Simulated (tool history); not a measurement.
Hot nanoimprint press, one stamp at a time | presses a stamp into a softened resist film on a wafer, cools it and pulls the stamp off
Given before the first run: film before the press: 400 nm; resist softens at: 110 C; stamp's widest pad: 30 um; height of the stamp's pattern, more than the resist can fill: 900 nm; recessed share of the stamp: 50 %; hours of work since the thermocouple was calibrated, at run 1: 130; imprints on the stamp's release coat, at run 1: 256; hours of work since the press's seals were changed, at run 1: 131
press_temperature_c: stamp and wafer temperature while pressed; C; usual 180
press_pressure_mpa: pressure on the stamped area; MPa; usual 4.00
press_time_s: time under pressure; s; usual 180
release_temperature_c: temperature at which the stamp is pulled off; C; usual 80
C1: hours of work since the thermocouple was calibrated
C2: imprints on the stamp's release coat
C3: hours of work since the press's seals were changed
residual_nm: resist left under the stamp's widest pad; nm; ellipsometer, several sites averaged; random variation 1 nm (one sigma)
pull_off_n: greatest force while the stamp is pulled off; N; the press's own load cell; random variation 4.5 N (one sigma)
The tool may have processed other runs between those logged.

run 1 hour=0.0 | press_temperature_c=180 press_pressure_mpa=4.00 press_time_s=180 release_temperature_c=80 | C1=130 C2=256 C3=131 | residual_nm=226.9 pull_off_n=241
run 2 hour=7.8 | press_temperature_c=180 press_pressure_mpa=4.00 press_time_s=180 release_temperature_c=80 | C1=136 C2=275 C3=137 | residual_nm=224.8 pull_off_n=241
run 3 hour=12.4 | press_temperature_c=180 press_pressure_mpa=4.00 press_time_s=180 release_temperature_c=80 | C1=139 C2=286 C3=141 | residual_nm=227.5 pull_off_n=246
run 4 hour=20.8 | press_temperature_c=180 press_pressure_mpa=4.00 press_time_s=142 release_temperature_c=80 | C1=146 C2=307 C3=147 | residual_nm=245.7 pull_off_n=247
run 5 hour=28.4 | press_temperature_c=180 press_pressure_mpa=4.00 press_time_s=142 release_temperature_c=80 | C1=151 C2=325 C3=153 | residual_nm=245.0 pull_off_n=254
run 6 hour=35.8 | press_temperature_c=180 press_pressure_mpa=4.00 press_time_s=142 release_temperature_c=80 | C1=157 C2=343 C3=159 | residual_nm=245.6 pull_off_n=247
run 7 hour=42.4 | press_temperature_c=180 press_pressure_mpa=4.00 press_time_s=142 release_temperature_c=80 | C1=162 C2=360 C3=164 | residual_nm=244.3 pull_off_n=255
run 8 hour=47.3 | press_temperature_c=180 press_pressure_mpa=4.00 press_time_s=142 release_temperature_c=80 | C1=166 C2=372 C3=168 | residual_nm=243.9 pull_off_n=253
run 9 hour=56.2 | press_temperature_c=180 press_pressure_mpa=4.00 press_time_s=142 release_temperature_c=80 | C1=173 C2=393 C3=174 | residual_nm=243.7 pull_off_n=250
run 10 hour=65.3 | press_temperature_c=180 press_pressure_mpa=4.00 press_time_s=142 release_temperature_c=80 | C1=180 C2=416 C3=181 | residual_nm=242.8 pull_off_n=251
run 11 hour=72.2 | press_temperature_c=180 press_pressure_mpa=4.00 press_time_s=142 release_temperature_c=80 | C1=185 C2=433 C3=187 | residual_nm=243.8 pull_off_n=258
run 12 hour=77.8 | press_temperature_c=180 press_pressure_mpa=4.00 press_time_s=142 release_temperature_c=80 | C1=189 C2=446 C3=191 | residual_nm=243.8 pull_off_n=258
run 13 hour=87.1 | press_temperature_c=180 press_pressure_mpa=4.00 press_time_s=356 release_temperature_c=80 | C1=197 C2=469 C3=198 | residual_nm=175.9 pull_off_n=262
run 14 hour=92.1 | press_temperature_c=180 press_pressure_mpa=4.00 press_time_s=180 release_temperature_c=80 | C1=200 C2=481 C3=202 | residual_nm=224.2 pull_off_n=261
run 15 hour=100.8 | press_temperature_c=180 press_pressure_mpa=4.00 press_time_s=180 release_temperature_c=74 | C1=207 C2=503 C3=209 | residual_nm=226.7 pull_off_n=289
run 16 hour=110.2 | press_temperature_c=180 press_pressure_mpa=4.00 press_time_s=180 release_temperature_c=74 | C1=214 C2=526 C3=216 | residual_nm=226.9 pull_off_n=281
run 17 hour=116.6 | press_temperature_c=183 press_pressure_mpa=4.00 press_time_s=180 release_temperature_c=79 | C1=219 C2=541 C3=221 | residual_nm=195.4 pull_off_n=271
run 18 hour=125.5 | press_temperature_c=187 press_pressure_mpa=5.23 press_time_s=180 release_temperature_c=87 | C1=226 C2=563 C3=228 | residual_nm=143.5 pull_off_n=221
run 19 hour=132.9 | press_temperature_c=170 press_pressure_mpa=3.61 press_time_s=93 release_temperature_c=70 | C1=232 C2=582 C3=233 | residual_nm=357.0 pull_off_n=322
run 20 hour=139.1 | press_temperature_c=170 press_pressure_mpa=3.61 press_time_s=93 release_temperature_c=70 | C1=236 C2=597 C3=238 | residual_nm=359.2 pull_off_n=327
run 21 hour=146.4 | press_temperature_c=170 press_pressure_mpa=3.61 press_time_s=93 release_temperature_c=70 | C1=242 C2=615 C3=244 | residual_nm=359.3 pull_off_n=330
run 22 hour=155.9 | press_temperature_c=178 press_pressure_mpa=4.00 press_time_s=275 release_temperature_c=80 | C1=249 C2=638 C3=251 | residual_nm=213.0 pull_off_n=281
run 23 hour=165.6 | press_temperature_c=178 press_pressure_mpa=4.00 press_time_s=275 release_temperature_c=80 | C1=257 C2=662 C3=258 | residual_nm=213.1 pull_off_n=277
run 24 hour=170.9 | press_temperature_c=189 press_pressure_mpa=2.84 press_time_s=139 release_temperature_c=73 | C1=261 C2=675 C3=263 | residual_nm=187.8 pull_off_n=320
run 25 hour=178.6 | press_temperature_c=181 press_pressure_mpa=5.22 press_time_s=102 release_temperature_c=68 | C1=267 C2=694 C3=268 | residual_nm=236.1 pull_off_n=355
run 26 hour=185.0 | press_temperature_c=187 press_pressure_mpa=3.02 press_time_s=163 release_temperature_c=78 | C1=272 C2=709 C3=273 | residual_nm=189.8 pull_off_n=298
run 27 hour=191.7 | press_temperature_c=187 press_pressure_mpa=3.57 press_time_s=109 release_temperature_c=72 | C1=277 C2=726 C3=278 | residual_nm=205.8 pull_off_n=327
run 28 hour=201.4 | press_temperature_c=187 press_pressure_mpa=3.57 press_time_s=109 release_temperature_c=72 | C1=284 C2=749 C3=286 | residual_nm=202.8 pull_off_n=320
run 29 hour=206.0 | press_temperature_c=187 press_pressure_mpa=3.90 press_time_s=109 release_temperature_c=72 | C1=288 C2=761 C3=289 | residual_nm=199.5 pull_off_n=321
run 30 hour=215.7 | press_temperature_c=182 press_pressure_mpa=6.18 press_time_s=271 release_temperature_c=85 | C1=295 C2=784 C3=297 | residual_nm=144.9 pull_off_n=248
run 31 hour=219.9 | press_temperature_c=180 press_pressure_mpa=4.68 press_time_s=287 release_temperature_c=80 | C1=299 C2=795 C3=300 | residual_nm=176.8 pull_off_n=298

Predict each of these 3 candidate next runs independently; none follows another, all start after run 31:
run A hour=228.5 | press_temperature_c=173 press_pressure_mpa=4.00 press_time_s=246 release_temperature_c=68 | C1=305 C2=816 C3=307 | residual_nm=? pull_off_n=?
run B hour=228.5 | press_temperature_c=175 press_pressure_mpa=5.40 press_time_s=207 release_temperature_c=80 | C1=305 C2=816 C3=307 | residual_nm=? pull_off_n=?
run C hour=228.5 | press_temperature_c=168 press_pressure_mpa=2.59 press_time_s=126 release_temperature_c=80 | C1=305 C2=816 C3=307 | residual_nm=? pull_off_n=?

run=A residual_nm=275.4 pull_off_n=361
run=B residual_nm=240.4 pull_off_n=278
run=C residual_nm=370.1 pull_off_n=293
Stripped of hidden state, with their random variation kept, the same runs would have yielded:
run=A residual_nm=282.1 pull_off_n=277
run=B residual_nm=246.5 pull_off_n=214
run=C residual_nm=373.0 pull_off_n=225
